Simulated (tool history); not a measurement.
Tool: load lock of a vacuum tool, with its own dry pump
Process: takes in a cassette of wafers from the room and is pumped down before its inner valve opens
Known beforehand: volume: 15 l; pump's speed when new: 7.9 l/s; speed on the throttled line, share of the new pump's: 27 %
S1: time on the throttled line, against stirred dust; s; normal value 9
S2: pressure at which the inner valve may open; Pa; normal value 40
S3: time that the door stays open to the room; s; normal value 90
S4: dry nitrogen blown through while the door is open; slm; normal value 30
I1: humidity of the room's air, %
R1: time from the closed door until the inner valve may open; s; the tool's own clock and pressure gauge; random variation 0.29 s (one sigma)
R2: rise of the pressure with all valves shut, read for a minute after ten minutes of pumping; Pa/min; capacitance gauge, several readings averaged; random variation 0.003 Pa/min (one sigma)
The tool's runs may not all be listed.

run,hour,S1,S2,S3,S4,I1,R1,R2
1,0.0,9,40,90,30,43.1,21.4,0.236
2,157.1,9,40,90,30,44.0,21.8,0.246
3,316.2,9,40,90,30,47.9,21.6,0.257
4,439.2,18,40,90,30,43.8,28.4,0.263
5,554.5,18,40,90,30,43.4,28.0,0.268
6,642.2,18,40,90,30,48.0,28.4,0.284
7,733.2,10,40,90,30,43.6,22.5,0.289
8,894.0,9,38,90,30,46.1,21.3,0.288
9,981.9,9,40,90,30,43.9,21.3,0.301
10,1157.2,9,40,90,30,48.3,22.1,0.306
11,1323.3,9,40,90,30,44.7,21.7,0.313
12,1437.1,9,46,90,30,43.3,22.0,0.333
13,1594.8,9,46,90,30,45.1,21.7,0.339
14,1676.3,9,46,90,10,44.4,21.8,0.354
15,1800.0,9,46,90,11,46.3,21.8,0.363
16,1900.0,15,40,90,30,44.5,25.8,0.359
17,2067.9,9,40,136,30,45.6,21.5,0.382
18,2265.5,9,48,136,5,43.9,20.8,0.426
19,2450.7,6,40,90,6,47.2,19.3,0.433
20,2549.6,6,40,90,6,46.2,19.9,0.426
21,2681.0,6,40,90,6,47.4,19.7,0.442
22,2789.9,6,40,90,25,49.3,19.7,0.433
23,2951.8,7,57,90,5,44.9,19.8,0.456
24,3143.1,7,57,101,28,42.1,20.0,0.449
25,3225.4,10,40,90,23,47.9,23.3,0.469
26,3390.6,10,40,90,23,43.9,22.8,0.466
27,3570.0,9,29,90,12,43.3,22.6,0.506
28,3689.7,6,29,122,12,46.7,20.5,0.521
29,3774.1,8,42,56,30,44.4,21.0,0.505
30,3876.3,9,40,90,30,43.7,22.1,0.526
31,4016.4,9,40,69,23,43.1,21.5,0.522
32,4127.9,16,59,102,36,44.9,26.6,0.530
33,4273.5,8,40,90,6,46.9,20.9,0.584

Below, each run's measurement less what the same run would have read without the hidden state. Both values contain the same run-to-run variation, but the gauge's scatter may not be the same in both:
The hidden state here: pump's speed, % of a new pump's; leak at the door's seal, Pa l/s; drift of the gauge itself on ready_s, %; drift of the gauge itself on rise_pa_min, %.
run,R1,R2
1,+0.2,+0.220
2,+0.2,+0.229
3,+0.2,+0.235
4,+0.2,+0.244
5,+0.2,+0.251
6,+0.2,+0.256
7,+0.3,+0.265
8,+0.3,+0.269
9,+0.3,+0.279
10,+0.3,+0.287
11,+0.4,+0.299
12,+0.3,+0.310
13,+0.3,+0.323
14,+0.3,+0.319
15,+0.4,+0.334
16,+0.3,+0.339
17,+0.4,+0.355
18,+0.3,+0.369
19,+0.4,+0.383
20,+0.5,+0.385
21,+0.5,+0.397
22,+0.4,+0.410
23,+0.4,+0.411
24,+0.4,+0.427
25,+0.5,+0.443
26,+0.5,+0.447
27,+0.5,+0.473
28,+0.6,+0.478
29,+0.6,+0.485
30,+0.5,+0.507
31,+0.6,+0.508
32,+0.4,+0.513
33,+0.5,+0.536
